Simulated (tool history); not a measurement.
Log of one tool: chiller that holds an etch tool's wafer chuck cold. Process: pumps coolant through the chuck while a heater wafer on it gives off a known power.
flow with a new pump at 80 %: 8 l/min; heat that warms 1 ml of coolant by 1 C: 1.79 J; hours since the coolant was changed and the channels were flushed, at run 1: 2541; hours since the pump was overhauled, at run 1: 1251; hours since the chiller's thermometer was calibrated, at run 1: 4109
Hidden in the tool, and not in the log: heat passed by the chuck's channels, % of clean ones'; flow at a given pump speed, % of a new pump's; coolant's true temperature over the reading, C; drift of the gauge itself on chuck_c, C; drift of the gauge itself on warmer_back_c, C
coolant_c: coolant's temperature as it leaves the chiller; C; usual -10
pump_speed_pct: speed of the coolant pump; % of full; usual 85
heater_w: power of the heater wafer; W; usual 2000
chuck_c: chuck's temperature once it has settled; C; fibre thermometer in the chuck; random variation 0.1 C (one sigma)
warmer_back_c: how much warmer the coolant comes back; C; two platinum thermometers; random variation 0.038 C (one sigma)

run	hour	coolant_c	pump_speed_pct	heater_w	hours since the coolant was changed and the channels were flushed	hours since the pump was overhauled	hours since the chiller's thermometer was calibrated	chuck_c	warmer_back_c
1	0	-10	85	2000	2541	1251	4109	9.1	7.87
2	26	-10	85	2000	2567	1277	4135	9.2	7.9
3	46	-10	85	2000	2587	1297	4155	9.1	7.94
4	78.9	-10	85	2000	2620	1330	4187	9.2	7.89
5	111.8	-10	61	2000	2653	1363	4220	17.1	11.49
6	139.7	-10	86	2000	2681	1391	4248	8.9	7.82
7	156.3	-8	86	2000	2698	1407	4265	11	7.76
8	176.4	-8	86	2000	2718	1427	4285	11.1	7.87
9	196.6	-10	85	2000	2738	1448	4305	9.1	7.95
10	210.6	-10	85	2000	2752	1462	4319	9.4	7.9
11	232.3	-8	85	2000	2774	1483	4341	11.2	7.92
12	248.6	-8	85	2000	2790	1500	4357	11.2	7.88
13	276.2	-8	85	2000	2817	1527	4385	11.2	7.88
14	307.2	-10	85	2000	2848	1558	4416	9.4	7.92
15	327.4	-12	85	2000	2869	1578	4436	7.2	7.93
16	356.9	-12	87	2000	2898	1608	4466	6.8	7.74
17	382.9	-12	87	2000	2924	1634	4492	6.7	7.76
18	402	-12	87	2000	2943	1653	4511	6.7	7.67
19	432.2	-1	85	2235	2974	1683	4541	20.6	8.87
20	462.4	-18	71	2748	3004	1713	4571	14.4	13.3
21	490.9	-18	85	2964	3032	1742	4600	11	11.77
22	510.5	-15	99	1961	3052	1762	4619	1.1	6.55
23	525.5	-18	64	2000	3067	1777	4634	8.1	10.85
24	556.4	-10	98	1086	3098	1807	4665	-1.2	3.64
25	584.6	-16	98	1086	3126	1836	4693	-7.3	3.7
26	604.7	-4	73	2000	3146	1856	4713	18.7	9.34
27	633.2	-4	73	2000	3174	1884	4742	18.7	9.45
28	654.2	-4	73	2000	3195	1905	4763	18.8	9.41
29	682.6	-17	74	2920	3224	1934	4791	16.2	13.55
30	706.1	-6	87	1674	3247	1957	4815	9.7	6.47
# hour 711.7: chiller's thermometer calibrated
31	737.7	-6	87	1674	3278	1988	26	10.4	6.48
32	753.1	-6	87	1674	3293	2003	41	10.7	6.52

Hidden state at the last listed run before each entry between runs and at the first one after, where it differs:
Between runs 30 and 31: chiller's thermometer calibrated (hour 711.7)
  heat passed by the chuck's channels, % of clean ones': 91.5 -> 91.4; flow at a given pump speed, % of a new pump's: 98.7 -> 98.6; coolant's true temperature over the reading, C: -0.64 -> 0.12
  measured less the result without the state, chuck_c: +0.6 -> +1.4 C; warmer_back_c: +0.09 -> +0.09 C
